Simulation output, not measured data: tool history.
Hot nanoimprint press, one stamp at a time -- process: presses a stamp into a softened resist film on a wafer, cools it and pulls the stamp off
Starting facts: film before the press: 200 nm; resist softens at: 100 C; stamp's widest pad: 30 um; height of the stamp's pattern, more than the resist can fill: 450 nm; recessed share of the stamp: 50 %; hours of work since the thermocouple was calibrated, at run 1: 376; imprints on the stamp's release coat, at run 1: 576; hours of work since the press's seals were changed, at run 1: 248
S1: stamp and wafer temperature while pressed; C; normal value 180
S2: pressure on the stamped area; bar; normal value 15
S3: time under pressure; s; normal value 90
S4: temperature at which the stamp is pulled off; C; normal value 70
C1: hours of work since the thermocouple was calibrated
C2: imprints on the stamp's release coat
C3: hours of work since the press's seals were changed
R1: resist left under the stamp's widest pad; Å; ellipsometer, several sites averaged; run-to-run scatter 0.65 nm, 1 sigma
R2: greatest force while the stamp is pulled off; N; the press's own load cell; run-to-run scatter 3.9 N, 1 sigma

run 1 day=0 | S1=180 S2=15 S3=90 S4=70 | C1=376 C2=576 C3=248 | R1=987 R2=204
run 2 day=1.225 | S1=180 S2=15 S3=90 S4=70 | C1=389 C2=678 C3=261 | R1=981 R2=204
run 3 day=2.625 | S1=180 S2=15 S3=90 S4=70 | C1=404 C2=795 C3=276 | R1=986 R2=205
-- day=3.708 plate thermocouple calibrated
run 4 day=3.858 | S1=180 S2=15 S3=90 S4=70 | C1=2 C2=888 C3=288 | R1=957 R2=204
-- day=4.65 stamp cleaned and given a new release coat
run 5 day=5.65 | S1=180 S2=15 S3=90 S4=70 | C1=18 C2=84 C3=304 | R1=961 R2=169
run 6 day=7.492 | S1=180 S2=15 S3=90 S4=70 | C1=38 C2=237 C3=324 | R1=948 R2=184
run 7 day=8.596 | S1=180 S2=15 S3=90 S4=70 | C1=49 C2=329 C3=335 | R1=954 R2=182
run 8 day=10.488 | S1=180 S2=15 S3=90 S4=70 | C1=70 C2=487 C3=356 | R1=939 R2=186
run 9 day=12.092 | S1=180 S2=15 S3=90 S4=70 | C1=87 C2=621 C3=373 | R1=949 R2=196
run 10 day=13.517 | S1=180 S2=15 S3=120 S4=70 | C1=102 C2=740 C3=388 | R1=839 R2=210
-- day=14.271 plate thermocouple calibrated, once more
run 11 day=15.062 | S1=192 S2=15 S3=120 S4=70 | C1=8 C2=859 C3=403 | R1=647 R2=215
-- day=16.167 stamp cleaned and given a new release coat
run 12 day=16.417 | S1=192 S2=15 S3=120 S4=70 | C1=20 C2=21 C3=415 | R1=661 R2=190
run 13 day=17.208 | S1=192 S2=15 S3=120 S4=70 | C1=29 C2=87 C3=423 | R1=655 R2=190
run 14 day=18.271 | S1=180 S2=15 S3=90 S4=70 | C1=40 C2=176 C3=434 | R1=1045 R2=188
run 15 day=20.121 | S1=180 S2=15 S3=90 S4=70 | C1=60 C2=330 C3=454 | R1=1031 R2=206
run 16 day=21.704 | S1=180 S2=15 S3=91 S4=70 | C1=77 C2=463 C3=471 | R1=1023 R2=202
run 17 day=22.867 | S1=170 S2=11.5 S3=81 S4=71 | C1=89 C2=560 C3=483 | R1=1527 R2=198
run 18 day=23.896 | S1=187 S2=12.6 S3=81 S4=71 | C1=100 C2=646 C3=494 | R1=951 R2=203
run 19 day=25.142 | S1=181 S2=20.2 S3=90 S4=70 | C1=113 C2=750 C3=508 | R1=879 R2=202
run 20 day=25.979 | S1=174 S2=23.6 S3=90 S4=70 | C1=122 C2=820 C3=517 | R1=1010 R2=212
run 21 day=27.071 | S1=174 S2=17.2 S3=72 S4=70 | C1=134 C2=911 C3=528 | R1=1228 R2=214
-- day=27.529 stamp cleaned and given a new release coat
run 22 day=28.646 | S1=180 S2=16 S3=90 S4=70 | C1=148 C2=93 C3=542 | R1=993 R2=191
run 23 day=29.488 | S1=175 S2=14.9 S3=138 S4=57 | C1=157 C2=164 C3=551 | R1=1037 R2=246
run 24 day=30.4 | S1=175 S2=14.9 S3=138 S4=77 | C1=166 C2=240 C3=561 | R1=1031 R2=164
run 25 day=31.742 | S1=187 S2=14.9 S3=138 S4=63 | C1=181 C2=352 C3=575 | R1=716 R2=230
run 26 day=32.804 | S1=180 S2=15.4 S3=110 S4=70 | C1=192 C2=441 C3=586 | R1=936 R2=203
run 27 day=34.4 | S1=191 S2=15 S3=90 S4=70 | C1=209 C2=574 C3=603 | R1=729 R2=212

Run 28 is up next; what results do you expect?
run 28 day=35.675 | S1=181 S2=10.8 S3=158 S4=55 | C1=223 C2=680 C3=617 | R1=? R2=?

Run 28 yielded R1 944 Å, R2 273 N.
Were there no unlogged condition in the tool, this run, its random variation unchanged, would have produced R1 971 Å, R2 247 N.

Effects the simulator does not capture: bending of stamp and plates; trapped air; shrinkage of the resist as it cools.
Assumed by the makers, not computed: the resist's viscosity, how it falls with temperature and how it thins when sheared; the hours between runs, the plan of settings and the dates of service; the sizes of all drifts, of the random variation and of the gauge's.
